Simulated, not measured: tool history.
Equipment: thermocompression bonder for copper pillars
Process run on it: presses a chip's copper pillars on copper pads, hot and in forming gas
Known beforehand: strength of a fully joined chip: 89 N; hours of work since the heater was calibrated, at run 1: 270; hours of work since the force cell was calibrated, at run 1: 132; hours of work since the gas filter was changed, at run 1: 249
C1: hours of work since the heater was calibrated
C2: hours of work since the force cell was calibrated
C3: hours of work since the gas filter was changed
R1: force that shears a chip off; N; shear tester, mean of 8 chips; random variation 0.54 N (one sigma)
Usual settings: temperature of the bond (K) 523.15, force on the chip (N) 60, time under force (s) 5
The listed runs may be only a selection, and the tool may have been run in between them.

run 1 hour=0.0 | temperature_of_the_bond_(K)=523.15 force_on_the_chip_(N)=60 time_under_force_(s)=5 | C1=270 C2=132 C3=249 | R1=41.8
run 2 hour=10.8 | temperature_of_the_bond_(K)=523.15 force_on_the_chip_(N)=53 time_under_force_(s)=5 | C1=276 C2=138 C3=255 | R1=37.5
run 3 hour=19.6 | temperature_of_the_bond_(K)=553.15 force_on_the_chip_(N)=60 time_under_force_(s)=5 | C1=281 C2=143 C3=260 | R1=60.3
run 4 hour=30.1 | temperature_of_the_bond_(K)=553.15 force_on_the_chip_(N)=60 time_under_force_(s)=5 | C1=287 C2=149 C3=266 | R1=60.3
run 5 hour=39.8 | temperature_of_the_bond_(K)=553.15 force_on_the_chip_(N)=60 time_under_force_(s)=3 | C1=293 C2=154 C3=272 | R1=53.3
run 6 hour=50.4 | temperature_of_the_bond_(K)=553.15 force_on_the_chip_(N)=60 time_under_force_(s)=3 | C1=299 C2=160 C3=278 | R1=54.0
run 7 hour=58.6 | temperature_of_the_bond_(K)=523.15 force_on_the_chip_(N)=60 time_under_force_(s)=6 | C1=303 C2=165 C3=282 | R1=45.3
run 8 hour=69.5 | temperature_of_the_bond_(K)=523.15 force_on_the_chip_(N)=60 time_under_force_(s)=6 | C1=310 C2=171 C3=289 | R1=44.9
run 9 hour=83.1 | temperature_of_the_bond_(K)=523.15 force_on_the_chip_(N)=60 time_under_force_(s)=11 | C1=317 C2=179 C3=296 | R1=53.1
run 10 hour=96.5 | temperature_of_the_bond_(K)=523.15 force_on_the_chip_(N)=60 time_under_force_(s)=11 | C1=325 C2=187 C3=304 | R1=53.5
run 11 hour=107.5 | temperature_of_the_bond_(K)=523.15 force_on_the_chip_(N)=60 time_under_force_(s)=11 | C1=331 C2=193 C3=310 | R1=54.0
run 12 hour=113.9 | temperature_of_the_bond_(K)=523.15 force_on_the_chip_(N)=60 time_under_force_(s)=11 | C1=335 C2=197 C3=314 | R1=53.5
run 13 hour=120.6 | temperature_of_the_bond_(K)=523.15 force_on_the_chip_(N)=60 time_under_force_(s)=13 | C1=339 C2=200 C3=318 | R1=55.8
run 14 hour=127.8 | temperature_of_the_bond_(K)=523.15 force_on_the_chip_(N)=60 time_under_force_(s)=3 | C1=343 C2=204 C3=322 | R1=35.4
run 15 hour=141.0 | temperature_of_the_bond_(K)=523.15 force_on_the_chip_(N)=60 time_under_force_(s)=3 | C1=350 C2=212 C3=329 | R1=36.5
run 16 hour=147.9 | temperature_of_the_bond_(K)=523.15 force_on_the_chip_(N)=60 time_under_force_(s)=3 | C1=354 C2=216 C3=333 | R1=35.6
-- hour=153.1 forming gas filter changed
run 17 hour=157.7 | temperature_of_the_bond_(K)=523.15 force_on_the_chip_(N)=60 time_under_force_(s)=3 | C1=360 C2=221 C3=3 | R1=39.6
run 18 hour=163.9 | temperature_of_the_bond_(K)=523.15 force_on_the_chip_(N)=60 time_under_force_(s)=3 | C1=363 C2=225 C3=6 | R1=39.6
run 19 hour=177.3 | temperature_of_the_bond_(K)=523.15 force_on_the_chip_(N)=73 time_under_force_(s)=3 | C1=371 C2=232 C3=14 | R1=47.9
run 20 hour=184.9 | temperature_of_the_bond_(K)=537.15 force_on_the_chip_(N)=57 time_under_force_(s)=5 | C1=375 C2=237 C3=18 | R1=55.0
run 21 hour=198.2 | temperature_of_the_bond_(K)=537.15 force_on_the_chip_(N)=57 time_under_force_(s)=5 | C1=383 C2=244 C3=26 | R1=52.7
run 22 hour=205.6 | temperature_of_the_bond_(K)=511.15 force_on_the_chip_(N)=63 time_under_force_(s)=4 | C1=387 C2=249 C3=30 | R1=38.8
run 23 hour=215.6 | temperature_of_the_bond_(K)=516.15 force_on_the_chip_(N)=58 time_under_force_(s)=3 | C1=393 C2=254 C3=36 | R1=34.5
run 24 hour=228.7 | temperature_of_the_bond_(K)=509.15 force_on_the_chip_(N)=37 time_under_force_(s)=5 | C1=400 C2=262 C3=43 | R1=21.9
run 25 hour=235.6 | temperature_of_the_bond_(K)=518.15 force_on_the_chip_(N)=68 time_under_force_(s)=7 | C1=404 C2=266 C3=47 | R1=53.4
-- hour=238.8 heater calibrated with a thermocouple chip
run 26 hour=244.8 | temperature_of_the_bond_(K)=518.15 force_on_the_chip_(N)=68 time_under_force_(s)=7 | C1=3 C2=270 C3=51 | R1=56.7
run 27 hour=257.5 | temperature_of_the_bond_(K)=518.15 force_on_the_chip_(N)=68 time_under_force_(s)=7 | C1=11 C2=277 C3=58 | R1=55.2
run 28 hour=267.4 | temperature_of_the_bond_(K)=497.15 force_on_the_chip_(N)=48 time_under_force_(s)=5 | C1=16 C2=283 C3=64 | R1=24.1
-- hour=278.1 heater calibrated with a thermocouple chip, once more
run 29 hour=278.6 | temperature_of_the_bond_(K)=497.15 force_on_the_chip_(N)=48 time_under_force_(s)=5 | C1=0 C2=288 C3=69 | R1=20.1
run 30 hour=287.2 | temperature_of_the_bond_(K)=544.15 force_on_the_chip_(N)=50 time_under_force_(s)=5 | C1=5 C2=293 C3=74 | R1=48.5
run 31 hour=296.4 | temperature_of_the_bond_(K)=544.15 force_on_the_chip_(N)=50 time_under_force_(s)=5 | C1=10 C2=298 C3=79 | R1=48.0
run 32 hour=310.6 | temperature_of_the_bond_(K)=550.15 force_on_the_chip_(N)=44 time_under_force_(s)=5 | C1=19 C2=306 C3=88 | R1=46.2
run 33 hour=323.2 | temperature_of_the_bond_(K)=550.15 force_on_the_chip_(N)=44 time_under_force_(s)=5 | C1=26 C2=313 C3=95 | R1=46.3
run 34 hour=335.5 | temperature_of_the_bond_(K)=533.15 force_on_the_chip_(N)=85 time_under_force_(s)=6 | C1=33 C2=320 C3=102 | R1=67.3
run 35 hour=342.7 | temperature_of_the_bond_(K)=533.15 force_on_the_chip_(N)=85 time_under_force_(s)=6 | C1=37 C2=324 C3=106 | R1=67.7

3 ways to go on from here, each from the tool as it stands after run 35. What would each give?
run A hour=355.4 | temperature_of_the_bond_(K)=503.15 force_on_the_chip_(N)=85 time_under_force_(s)=6 | C1=44 C2=332 C3=113 | R1=?
run B hour=355.4 | temperature_of_the_bond_(K)=514.15 force_on_the_chip_(N)=55 time_under_force_(s)=6 | C1=44 C2=332 C3=113 | R1=?
run C hour=355.4 | temperature_of_the_bond_(K)=500.15 force_on_the_chip_(N)=71 time_under_force_(s)=6 | C1=44 C2=332 C3=113 | R1=?

run=A R1=45.3
run=B R1=36.3
run=C R1=37.8
The same runs, with their run-to-run variation unchanged, on a tool lacking any hidden condition would have given:
run=A R1=44.6
run=B R1=35.6
run=C R1=37.0

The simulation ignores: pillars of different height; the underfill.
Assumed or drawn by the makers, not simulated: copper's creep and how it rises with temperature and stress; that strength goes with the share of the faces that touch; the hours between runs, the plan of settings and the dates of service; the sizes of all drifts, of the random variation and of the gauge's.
